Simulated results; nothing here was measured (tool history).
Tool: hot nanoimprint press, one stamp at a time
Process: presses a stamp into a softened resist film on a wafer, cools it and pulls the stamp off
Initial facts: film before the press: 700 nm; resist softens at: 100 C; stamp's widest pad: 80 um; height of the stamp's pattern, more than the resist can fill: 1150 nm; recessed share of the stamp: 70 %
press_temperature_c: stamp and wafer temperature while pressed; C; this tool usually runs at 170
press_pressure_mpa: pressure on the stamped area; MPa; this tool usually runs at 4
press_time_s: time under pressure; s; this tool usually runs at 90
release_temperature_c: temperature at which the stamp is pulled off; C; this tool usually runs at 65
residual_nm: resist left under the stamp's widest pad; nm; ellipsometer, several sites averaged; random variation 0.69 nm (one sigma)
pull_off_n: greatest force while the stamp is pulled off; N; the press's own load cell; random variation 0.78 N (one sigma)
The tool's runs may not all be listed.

Run 1, day 0: usual settings. Result: residual_nm 250.7 nm, pull_off_n 158.3 N.
Run 2, day 1.475: usual settings. Result: residual_nm 250.5 nm, pull_off_n 159 N.
Run 3, day 3.521: usual settings but press_temperature_c 162 C. Result: residual_nm 355.4 nm, pull_off_n 162.7 N.
Run 4, day 4.842: usual settings but press_temperature_c 162 C. Result: residual_nm 355.2 nm, pull_off_n 164.3 N.
At day 6.338: plate thermocouple calibrated.
Run 5, day 6.458: usual settings but press_temperature_c 166 C. Result: residual_nm 292.8 nm, pull_off_n 165.5 N.
Run 6, day 8.558: usual settings but press_temperature_c 166 C. Result: residual_nm 293.8 nm, pull_off_n 165.9 N.
At day 10.417: stamp cleaned and given a new release coat.
Run 7, day 10.933: usual settings but press_temperature_c 166 C. Result: residual_nm 293.4 nm, pull_off_n 156 N.
Run 8, day 13.329: usual settings but press_temperature_c 166 C. Result: residual_nm 292.5 nm, pull_off_n 159.4 N.
At day 13.867: plate thermocouple calibrated, once more.
Run 9, day 15.088: usual settings but press_time_s 46 s. Result: residual_nm 319 nm, pull_off_n 166.6 N.
Run 10, day 16.833: usual settings but press_pressure_mpa 2.59 MPa. Result: residual_nm 329 nm, pull_off_n 168.4 N.
Run 11, day 19.129: usual settings but press_pressure_mpa 4.26 MPa. Result: residual_nm 247.4 nm, pull_off_n 170.9 N.
At day 20.846: stamp cleaned and given a new release coat.
Run 12, day 21.596: usual settings but press_temperature_c 168 C. Result: residual_nm 277.9 nm, pull_off_n 160.2 N.
Run 13, day 23.388: usual settings but press_temperature_c 168 C. Result: residual_nm 277.7 nm, pull_off_n 161.6 N.
Run 14, day 24.392: usual settings. Result: residual_nm 254.6 nm, pull_off_n 163.7 N.
Run 15, day 25.533: usual settings but press_time_s 61 s. Result: residual_nm 289.2 nm, pull_off_n 164.9 N.
Run 16, day 27.562: usual settings but press_temperature_c 162 C, press_pressure_mpa 3.65 MPa, press_time_s 95 s. Result: residual_nm 375 nm, pull_off_n 165.9 N.
Run 17, day 28.533: usual settings but press_temperature_c 159 C, press_pressure_mpa 3.12 MPa. Result: residual_nm 461.1 nm, pull_off_n 169.1 N.
Run 18, day 30.783: usual settings but press_temperature_c 165 C, press_pressure_mpa 4.77 MPa, press_time_s 97 s. Result: residual_nm 277.6 nm, pull_off_n 169.7 N.
At day 31.142: stamp cleaned and given a new release coat.
At day 32.767: press's hydraulic seals changed and the load cell set to zero.
Run 19, day 33.596: usual settings but press_time_s 47 s, release_temperature_c 66 C. Result: residual_nm 308 nm, pull_off_n 155.8 N.
Run 20, day 34.629: usual settings but press_pressure_mpa 3.82 MPa, press_time_s 76 s, release_temperature_c 69 C. Result: residual_nm 270.9 nm, pull_off_n 143.7 N.
Run 21, day 36.054: usual settings but press_temperature_c 177 C, press_time_s 158 s. Result: residual_nm 152 nm, pull_off_n 161.7 N.
Run 22, day 37.692: usual settings but press_temperature_c 177 C, press_time_s 158 s. Result: residual_nm 150.8 nm, pull_off_n 164.6 N.
Run 23, day 38.917: usual settings but press_pressure_mpa 6 MPa, press_time_s 66 s, release_temperature_c 61 C. Result: residual_nm 215.2 nm, pull_off_n 186.1 N.
Run 24, day 40.354: usual settings but press_pressure_mpa 6 MPa, press_time_s 66 s, release_temperature_c 61 C. Result: residual_nm 214.5 nm, pull_off_n 187.4 N.
At day 41.775: stamp cleaned and given a new release coat.
Run 25, day 42.183: usual settings but press_pressure_mpa 6 MPa, press_time_s 66 s, release_temperature_c 61 C. Result: residual_nm 214.2 nm, pull_off_n 176.9 N.
Run 26, day 43.546: usual settings but press_temperature_c 179 C, press_time_s 101 s. Result: residual_nm 161.9 nm, pull_off_n 160.9 N.
Run 27, day 45.146: usual settings but press_temperature_c 174 C, press_time_s 116 s, release_temperature_c 64 C. Result: residual_nm 190.6 nm, pull_off_n 165.3 N.
Run 28, day 47.375: usual settings but press_temperature_c 166 C, press_pressure_mpa 2.97 MPa. Result: residual_nm 348.2 nm, pull_off_n 164.1 N.
Run 29, day 48.442: usual settings but press_temperature_c 166 C, press_pressure_mpa 2.97 MPa. Result: residual_nm 347.2 nm, pull_off_n 165.9 N.

What would each run have given without the hidden state, its run-to-run variation left as it was?
Unlogged tool condition in this case: true temperature over the reading, C; pressure that arrives at the usual setting, %; grip of the stamp's worn release coat, % over a new coat's; drift of the gauge itself on residual_nm, %; drift of the gauge itself on pull_off_n, %.
run  residual_nm  pull_off_n
  1        257.4       161.6
  2        257.5       160.6
  3        366.4       162.2
  4        366.7       162.3
  5        305.1       162.8
  6        306.9         161
  7        307.1       160.8
  8        306.8       161.7
  9        319.5         162
 10        330.8       161.8
 11        248.6       161.8
 12          280         161
 13        280.3       160.5
 14        257.2       161.4
 15        292.3       161.5
 16        380.5       160.2
 17        468.1       162.4
 18        282.1       160.6
 19        317.3       156.4
 20        279.5       143.6
 21        156.9       159.7
 22        155.9       160.7
 23        223.3       179.9
 24        222.9       179.5
 25        222.9       180.6
 26          168       163.2
 27        198.4       165.7
 28        363.1       162.2
 29        362.4       162.8
